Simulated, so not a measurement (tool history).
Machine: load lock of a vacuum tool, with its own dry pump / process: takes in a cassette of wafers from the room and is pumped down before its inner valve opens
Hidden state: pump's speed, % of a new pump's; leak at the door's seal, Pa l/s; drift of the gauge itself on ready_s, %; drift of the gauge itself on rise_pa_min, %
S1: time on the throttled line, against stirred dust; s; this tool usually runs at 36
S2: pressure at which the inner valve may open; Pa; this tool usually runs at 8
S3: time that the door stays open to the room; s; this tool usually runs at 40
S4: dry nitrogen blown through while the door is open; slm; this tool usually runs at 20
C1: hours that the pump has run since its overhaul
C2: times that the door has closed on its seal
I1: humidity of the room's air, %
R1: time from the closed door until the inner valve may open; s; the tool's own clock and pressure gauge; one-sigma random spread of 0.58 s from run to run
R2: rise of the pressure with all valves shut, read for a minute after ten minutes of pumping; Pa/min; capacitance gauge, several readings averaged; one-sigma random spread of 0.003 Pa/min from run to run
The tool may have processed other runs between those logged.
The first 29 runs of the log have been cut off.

run,day,S1,S2,S3,S4,C1,C2,I1,R1,R2
30,91.704,65,11,108,20,2911,18432,43.7,101.8,0.161
31,94.188,65,11,108,20,2971,18724,47.0,103.6,0.169
32,98.567,36,15,40,20,3076,19237,46.3,79.3,0.140
33,102.242,36,15,40,20,3164,19669,42.4,79.5,0.139
34,106.125,36,7,203,20,3257,20124,43.4,84.7,0.218
35,109.579,48,10,60,5,3340,20530,49.3,90.9,0.190
36,111.992,48,12,58,5,3398,20812,44.3,90.0,0.172
37,113.971,36,10,40,40,3445,21045,47.1,83.1,0.147

Alternative continuations, all from the tool just after run 37; predict every row:
A,117.750,52,10,40,40,3536,21488,46.9,?,?
B,117.750,34,11,98,20,3536,21488,44.5,?,?
C,117.750,22,16,40,40,3536,21488,43.0,?,?
D,117.750,44,8,40,20,3536,21488,43.6,?,?

run,R1,R2
A,95.2,0.148
B,80.6,0.179
C,69.3,0.142
D,90.7,0.154
Without the tool's hidden state the same runs would have given:
run,R1,R2
A,93.9,0.025
B,79.2,0.058
C,67.9,0.023
D,89.4,0.032
